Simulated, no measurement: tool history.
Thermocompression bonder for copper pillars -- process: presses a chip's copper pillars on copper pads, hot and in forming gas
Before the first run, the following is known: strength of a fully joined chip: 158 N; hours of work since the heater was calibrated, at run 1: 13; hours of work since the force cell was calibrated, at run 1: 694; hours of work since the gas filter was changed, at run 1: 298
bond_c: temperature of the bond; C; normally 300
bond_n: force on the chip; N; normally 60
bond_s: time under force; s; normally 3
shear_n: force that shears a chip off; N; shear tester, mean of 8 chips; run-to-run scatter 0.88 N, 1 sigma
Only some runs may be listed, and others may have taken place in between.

run	hour	bond_c	bond_n	bond_s	hours of work since the heater was calibrated	hours of work since the force cell was calibrated	hours of work since the gas filter was changed	shear_n
1	0	300	60	3	13	694	298	65.4
2	17.2	300	60	3	24	704	309	64.7
3	30.4	300	60	3	32	712	317	65.2
4	49.8	300	60	2	44	724	329	53.8
5	76.4	300	60	2	61	741	346	54.5
6	88.2	300	60	2	68	748	353	54
7	102	300	60	4	77	757	362	71.7
8	122.9	318	60	3	90	770	374	75.8
# hour 146.2: forming gas filter changed
9	146.2	300	39	3	104	784	0	49.1
10	172.5	300	85	3	120	800	16	90.8
11	190.6	283	85	3	131	812	28	75.9
12	210.1	283	85	3	144	824	40	75.5
13	233.2	283	85	3	158	838	54	75.3
14	252.5	283	85	3	170	850	66	76.9
15	279.6	300	60	3	187	867	83	68.7
16	301.3	300	60	3	200	880	96	69.2
17	319.5	300	60	3	212	892	108	68.9
18	335.2	300	60	3	221	901	117	67.5
19	349.5	300	60	3	230	910	126	67.5
20	372.3	300	60	3	244	925	140	68.4
21	393.3	282	40	8	257	938	153	55.7
22	416.7	300	49	3	272	952	168	55.9
23	430.8	300	49	3	281	961	177	56
24	454.5	290	46	5	295	976	192	56.1
25	470.4	311	46	4	305	985	201	67.6

Run 26, settings as shown, results not yet in. Your forecast:
26	486	276	36	3	315	995	211	?

{"run 26": {"shear_n": 30.2}}
Minus the tool's unlogged condition, the same run would have read shear_n 33.1 N.

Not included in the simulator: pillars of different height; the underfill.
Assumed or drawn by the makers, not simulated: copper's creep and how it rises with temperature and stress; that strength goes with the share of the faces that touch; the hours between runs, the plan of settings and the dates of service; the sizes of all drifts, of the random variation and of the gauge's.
